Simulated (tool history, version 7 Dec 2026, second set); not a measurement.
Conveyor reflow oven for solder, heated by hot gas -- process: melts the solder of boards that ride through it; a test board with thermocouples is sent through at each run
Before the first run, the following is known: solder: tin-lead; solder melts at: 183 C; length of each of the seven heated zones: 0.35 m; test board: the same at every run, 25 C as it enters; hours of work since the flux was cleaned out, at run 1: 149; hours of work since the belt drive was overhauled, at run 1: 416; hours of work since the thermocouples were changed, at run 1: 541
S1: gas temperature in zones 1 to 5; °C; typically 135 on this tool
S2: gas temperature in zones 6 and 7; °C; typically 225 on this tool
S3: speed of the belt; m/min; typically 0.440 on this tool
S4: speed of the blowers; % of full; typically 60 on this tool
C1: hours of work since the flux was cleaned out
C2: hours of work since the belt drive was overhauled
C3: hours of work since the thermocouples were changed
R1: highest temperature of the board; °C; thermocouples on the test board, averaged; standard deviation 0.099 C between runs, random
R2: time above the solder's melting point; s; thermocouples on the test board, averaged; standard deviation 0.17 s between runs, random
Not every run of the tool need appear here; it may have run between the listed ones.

run	hour	S1	S2	S3	S4	C1	C2	C3	R1	R2
1	0.0	135	225	0.440	60	149	416	541	206.16	57.1
2	10.2	135	225	0.484	60	154	421	546	202.92	46.1
3	20.8	135	225	0.484	60	159	427	551	202.79	46.0
4	41.5	135	225	0.440	62	169	437	562	206.65	57.9
5	59.8	135	225	0.498	60	178	446	571	201.71	42.7
6	81.1	125	225	0.498	60	189	457	582	199.02	35.7
# hour 105.0: thermocouples of zones 6 and 7 changed
7	105.6	135	225	0.440	60	200	468	0	205.36	55.7
8	124.6	135	225	0.440	60	210	477	10	205.55	55.5
9	140.2	135	225	0.440	60	217	485	18	205.54	55.5
10	160.5	135	225	0.440	60	228	495	28	205.50	56.0
11	179.2	135	225	0.440	60	237	504	37	205.19	55.5
12	193.7	135	225	0.440	60	244	512	44	205.25	55.5
13	210.9	135	225	0.440	60	253	520	53	205.49	55.3
14	229.6	135	225	0.440	60	262	530	62	205.16	55.3
# hour 236.6: flux residue cleaned out of gas plates and filters
15	248.4	140	225	0.421	53	6	536	69	205.07	59.8
16	258.9	140	225	0.421	53	11	542	74	205.12	59.4
17	282.2	133	223	0.421	55	23	553	86	202.50	52.8
18	301.0	135	225	0.440	74	32	563	95	208.79	61.5
19	321.6	135	225	0.440	74	42	573	105	208.70	61.5
20	334.1	135	232	0.440	74	49	579	112	214.77	68.2
# hour 353.4: flux residue cleaned out of gas plates and filters, once more
21	353.4	135	233	0.510	63	0	586	119	208.98	51.7
22	366.5	133	237	0.510	63	7	593	125	211.95	54.1
23	378.3	148	225	0.518	54	12	599	131	202.12	46.3
24	400.5	148	226	0.398	54	23	610	142	211.30	78.3
25	418.7	135	215	0.440	60	33	619	151	198.34	45.4
26	434.6	134	239	0.499	57	40	627	159	212.06	55.0
27	449.0	134	239	0.499	57	48	634	166	211.77	55.3

Consider 4 possible next runs. They are alternatives, not a sequence: every one starts from the tool as it was left by run 27. What does each give?
A	470.9	123	239	0.373	57	59	645	177	?	?
B	470.9	135	232	0.440	65	59	645	177	?	?
C	470.9	135	226	0.434	60	59	645	177	?	?
D	470.9	139	239	0.499	88	59	645	177	?	?

run	R1	R2
A	221.11	82.9
B	214.16	67.6
C	207.91	61.0
D	222.86	68.6
Take away the tool's hidden state, keep each run's random variation, and the runs would have read:
run	R1	R2
A	220.39	80.8
B	213.53	65.8
C	207.27	59.1
D	222.32	67.1
